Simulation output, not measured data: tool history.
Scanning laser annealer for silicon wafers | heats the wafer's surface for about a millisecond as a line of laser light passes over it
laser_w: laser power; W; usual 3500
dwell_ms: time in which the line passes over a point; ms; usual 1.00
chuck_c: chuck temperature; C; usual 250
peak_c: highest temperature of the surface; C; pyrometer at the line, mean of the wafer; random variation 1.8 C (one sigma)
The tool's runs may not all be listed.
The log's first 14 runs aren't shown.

Run 15, hour 821.2: usual settings but dwell_ms 0.75 ms. Result: peak_c 897 C.
Run 16, hour 879.4: usual settings but dwell_ms 0.94 ms. Result: peak_c 980 C.
At hour 894.0: window over the wafer cleaned.
At hour 908.9: optics aligned, line set to its width.
Run 17, hour 948.1: usual settings but dwell_ms 0.94 ms. Result: peak_c 1002 C.
Run 18, hour 1026.7: usual settings but laser_w 3542 W, dwell_ms 0.94 ms. Result: peak_c 1006 C.
Run 19, hour 1086.0: usual settings but laser_w 3542 W, dwell_ms 0.71 ms, chuck_c 236 C. Result: peak_c 879 C.
Run 20, hour 1160.7: usual settings but laser_w 3689 W, dwell_ms 0.73 ms. Result: peak_c 928 C.
Run 21, hour 1226.0: usual settings but dwell_ms 1.04 ms. Result: peak_c 1035 C.
Run 22, hour 1297.7: usual settings but dwell_ms 1.04 ms. Result: peak_c 1029 C.
At hour 1331.1: optics aligned, line set to its width, once more.
Run 23, hour 1369.8: usual settings but laser_w 3453 W. Result: peak_c 1008 C.
Run 24, hour 1414.9: usual settings but laser_w 3361 W, dwell_ms 1.10 ms, chuck_c 252 C. Result: peak_c 1031 C.
At hour 1471.5: window over the wafer cleaned.
Run 25, hour 1497.3: usual settings but laser_w 3040 W, dwell_ms 0.71 ms, chuck_c 286 C. Result: peak_c 855 C.
Run 26, hour 1555.5: usual settings but laser_w 3613 W, dwell_ms 1.07 ms. Result: peak_c 1093 C.
Run 27, hour 1623.8: usual settings but laser_w 3613 W, dwell_ms 1.07 ms, chuck_c 217 C. Result: peak_c 1055 C.
Run 28, hour 1675.4: usual settings but laser_w 3783 W, dwell_ms 0.81 ms. Result: peak_c 991 C.
Run 29, hour 1708.9: usual settings but laser_w 3783 W, dwell_ms 0.81 ms. Result: peak_c 994 C.
Run 30, hour 1751.4: usual settings but laser_w 3783 W, dwell_ms 0.81 ms. Result: peak_c 989 C.
Run 31, hour 1831.3: usual settings but laser_w 3783 W, dwell_ms 0.81 ms, chuck_c 287 C. Result: peak_c 1027 C.
Run 32, hour 1899.1: usual settings but laser_w 3783 W, dwell_ms 0.81 ms, chuck_c 287 C. Result: peak_c 1024 C.
Run 33, hour 1980.8: usual settings but laser_w 3783 W, dwell_ms 0.81 ms, chuck_c 287 C. Result: peak_c 1019 C.
At hour 2041.2: window over the wafer cleaned.
Run 34, hour 2052.6: usual settings but laser_w 3522 W, dwell_ms 1.09 ms, chuck_c 233 C. Result: peak_c 1067 C.
Run 35, hour 2113.0: usual settings but laser_w 3522 W, dwell_ms 1.09 ms, chuck_c 233 C. Result: peak_c 1066 C.
Run 36, hour 2157.3: usual settings but laser_w 3850 W, dwell_ms 0.75 ms, chuck_c 240 C. Result: peak_c 971 C.

5 ways to go on from here, each from the tool as it stands after run 36. What would each give?
Run A, hour 2201.4: usual settings but laser_w 3200 W, dwell_ms 0.76 ms, chuck_c 255 C. Result: peak_c ?.
Run B, hour 2201.4: usual settings but laser_w 3084 W, chuck_c 211 C. Result: peak_c ?.
Run C, hour 2201.4: usual settings but laser_w 3427 W, dwell_ms 0.75 ms, chuck_c 240 C. Result: peak_c ?.
Run D, hour 2201.4: usual settings but laser_w 3465 W, dwell_ms 1.08 ms, chuck_c 214 C. Result: peak_c ?.
Run E, hour 2201.4: usual settings but laser_w 3850 W, dwell_ms 0.70 ms, chuck_c 232 C. Result: peak_c ?.

run  peak_c
  A     870
  B     906
  C     894
  D    1026
  E     934
Without the tool's hidden state the same runs would have given:
run  peak_c
  A     873
  B     910
  C     898
  D    1031
  E     938

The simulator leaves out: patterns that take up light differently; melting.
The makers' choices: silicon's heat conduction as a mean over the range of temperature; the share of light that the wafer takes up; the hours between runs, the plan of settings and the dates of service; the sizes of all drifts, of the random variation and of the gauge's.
